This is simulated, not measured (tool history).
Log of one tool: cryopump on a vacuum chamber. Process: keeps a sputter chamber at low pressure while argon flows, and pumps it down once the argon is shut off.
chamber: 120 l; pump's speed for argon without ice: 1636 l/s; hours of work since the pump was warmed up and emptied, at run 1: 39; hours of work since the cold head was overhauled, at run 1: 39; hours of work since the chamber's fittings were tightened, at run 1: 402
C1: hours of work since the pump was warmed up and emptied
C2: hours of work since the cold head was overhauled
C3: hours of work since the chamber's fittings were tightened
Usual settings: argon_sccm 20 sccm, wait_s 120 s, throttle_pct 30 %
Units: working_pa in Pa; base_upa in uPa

Run 1, day 0.000: usual settings; C1 39; C2 39; C3 402. Result: working_pa 0.0699 Pa, base_upa 0.87 uPa.
Run 2, day 0.700: usual settings but argon_sccm 14 sccm; C1 51; C2 51; C3 414. Result: working_pa 0.0485 Pa, base_upa 0.87 uPa.
Run 3, day 1.221: usual settings but argon_sccm 14 sccm; C1 59; C2 59; C3 423. Result: working_pa 0.0488 Pa, base_upa 0.91 uPa.
Run 4, day 1.825: usual settings; C1 70; C2 70; C3 433. Result: working_pa 0.0692 Pa, base_upa 0.96 uPa.
Run 5, day 2.388: usual settings; C1 79; C2 79; C3 442. Result: working_pa 0.0700 Pa, base_upa 0.90 uPa.
Run 6, day 2.783: usual settings; C1 86; C2 86; C3 449. Result: working_pa 0.0686 Pa, base_upa 0.89 uPa.
Run 7, day 3.696: usual settings; C1 101; C2 101; C3 464. Result: working_pa 0.0704 Pa, base_upa 0.89 uPa.
Run 8, day 4.075: usual settings; C1 108; C2 108; C3 471. Result: working_pa 0.0707 Pa, base_upa 0.92 uPa.
Run 9, day 4.854: usual settings; C1 121; C2 121; C3 484. Result: working_pa 0.0702 Pa, base_upa 0.96 uPa.
Run 10, day 5.488: usual settings but wait_s 203 s; C1 131; C2 131; C3 495. Result: working_pa 0.0698 Pa, base_upa 0.85 uPa.
Run 11, day 6.012: usual settings but argon_sccm 13 sccm; C1 140; C2 140; C3 504. Result: working_pa 0.0464 Pa, base_upa 0.98 uPa.
Run 12, day 6.917: usual settings but argon_sccm 13 sccm, wait_s 253 s; C1 156; C2 156; C3 519. Result: working_pa 0.0464 Pa, base_upa 0.84 uPa.
Run 13, day 7.754: usual settings; C1 170; C2 170; C3 533. Result: working_pa 0.0701 Pa, base_upa 1.06 uPa.
Run 14, day 8.662: usual settings; C1 185; C2 185; C3 548. Result: working_pa 0.0709 Pa, base_upa 1.06 uPa.
Run 15, day 9.596: usual settings; C1 201; C2 201; C3 564. Result: working_pa 0.0712 Pa, base_upa 1.05 uPa.
Run 16, day 10.283: usual settings; C1 213; C2 213; C3 576. Result: working_pa 0.0712 Pa, base_upa 1.05 uPa.
Run 17, day 11.129: usual settings but wait_s 180 s; C1 227; C2 227; C3 590. Result: working_pa 0.0716 Pa, base_upa 0.99 uPa.
Run 18, day 11.842: usual settings but wait_s 180 s; C1 239; C2 239; C3 602. Result: working_pa 0.0709 Pa, base_upa 0.98 uPa.
Run 19, day 12.442: usual settings but argon_sccm 17 sccm, wait_s 130 s, throttle_pct 21 %; C1 249; C2 249; C3 612. Result: working_pa 0.0854 Pa, base_upa 1.12 uPa.
Run 20, day 13.025: usual settings but argon_sccm 17 sccm, wait_s 130 s, throttle_pct 21 %; C1 259; C2 259; C3 622. Result: working_pa 0.0858 Pa, base_upa 1.11 uPa.
Run 21, day 13.583: usual settings but argon_sccm 17 sccm, wait_s 130 s, throttle_pct 21 %; C1 268; C2 268; C3 632. Result: working_pa 0.0864 Pa, base_upa 1.13 uPa.
Run 22, day 14.371: usual settings but argon_sccm 17 sccm, wait_s 130 s, throttle_pct 21 %; C1 282; C2 282; C3 645. Result: working_pa 0.0855 Pa, base_upa 1.15 uPa.
Run 23, day 14.954: usual settings but argon_sccm 17 sccm, wait_s 130 s, throttle_pct 21 %; C1 291; C2 291; C3 655. Result: working_pa 0.0867 Pa, base_upa 1.19 uPa.
Run 24, day 15.775: usual settings but argon_sccm 26 sccm, wait_s 265 s, throttle_pct 21 %; C1 305; C2 305; C3 669. Result: working_pa 0.1332 Pa, base_upa 1.02 uPa.
Run 25, day 16.367: usual settings but throttle_pct 45 %; C1 315; C2 315; C3 679. Result: working_pa 0.0488 Pa, base_upa 1.17 uPa.
Run 26, day 16.900: usual settings but argon_sccm 8 sccm, wait_s 247 s, throttle_pct 28 %; C1 324; C2 324; C3 688. Result: working_pa 0.0316 Pa, base_upa 1.12 uPa.
Run 27, day 17.571: usual settings but argon_sccm 8 sccm, wait_s 247 s, throttle_pct 28 %; C1 336; C2 336; C3 699. Result: working_pa 0.0313 Pa, base_upa 1.11 uPa.
Run 28, day 17.962: usual settings but argon_sccm 8 sccm, wait_s 247 s, throttle_pct 28 %; C1 342; C2 342; C3 706. Result: working_pa 0.0321 Pa, base_upa 1.13 uPa.
Run 29, day 18.867: usual settings but argon_sccm 38 sccm; C1 358; C2 358; C3 721. Result: working_pa 0.1380 Pa, base_upa 1.26 uPa.
Run 30, day 19.696: usual settings but argon_sccm 10 sccm, wait_s 47 s; C1 372; C2 372; C3 735. Result: working_pa 0.0357 Pa, base_upa 1.81 uPa.
Run 31, day 20.229: usual settings but argon_sccm 34 sccm, wait_s 24 s; C1 381; C2 381; C3 744. Result: working_pa 0.1236 Pa, base_upa 2.53 uPa.
Run 32, day 21.154: usual settings but argon_sccm 10 sccm, wait_s 24 s, throttle_pct 20 %; C1 396; C2 396; C3 760. Result: working_pa 0.0540 Pa, base_upa 2.57 uPa.
Run 33, day 22.033: usual settings but argon_sccm 26 sccm, wait_s 183 s, throttle_pct 20 %; C1 411; C2 411; C3 774. Result: working_pa 0.1396 Pa, base_upa 1.27 uPa.

Measured less the same run without the tool's hidden state. The same run-to-run variation is in both; the gauge's scatter may not be:
The hidden state here: pump's speed, % of a pump's without ice; cold plate's temperature, K; leak into the chamber, uPa l/s; drift of the gauge itself on working_pa, %; drift of the gauge itself on base_upa, %.
run  working_pa  base_upa
  1     +0.0005     +0.38
  2     +0.0005     +0.40
  3     +0.0004     +0.40
  4     +0.0008     +0.43
  5     +0.0009     +0.42
  6     +0.0009     +0.44
  7     +0.0011     +0.45
  8     +0.0011     +0.46
  9     +0.0013     +0.47
 10     +0.0014     +0.48
 11     +0.0010     +0.51
 12     +0.0011     +0.50
 13     +0.0018     +0.55
 14     +0.0020     +0.55
 15     +0.0022     +0.57
 16     +0.0023     +0.58
 17     +0.0024     +0.60
 18     +0.0026     +0.61
 19     +0.0023     +0.65
 20     +0.0023     +0.65
 21     +0.0024     +0.66
 22     +0.0025     +0.68
 23     +0.0027     +0.71
 24     +0.0043     +0.71
 25     +0.0034     +0.73
 26     +0.0014     +0.75
 27     +0.0015     +0.77
 28     +0.0015     +0.78
 29     +0.0075     +0.79
 30     +0.0021     +0.84
 31     +0.0072     +0.83
 32     +0.0023     +0.87
 33     +0.0060     +0.90
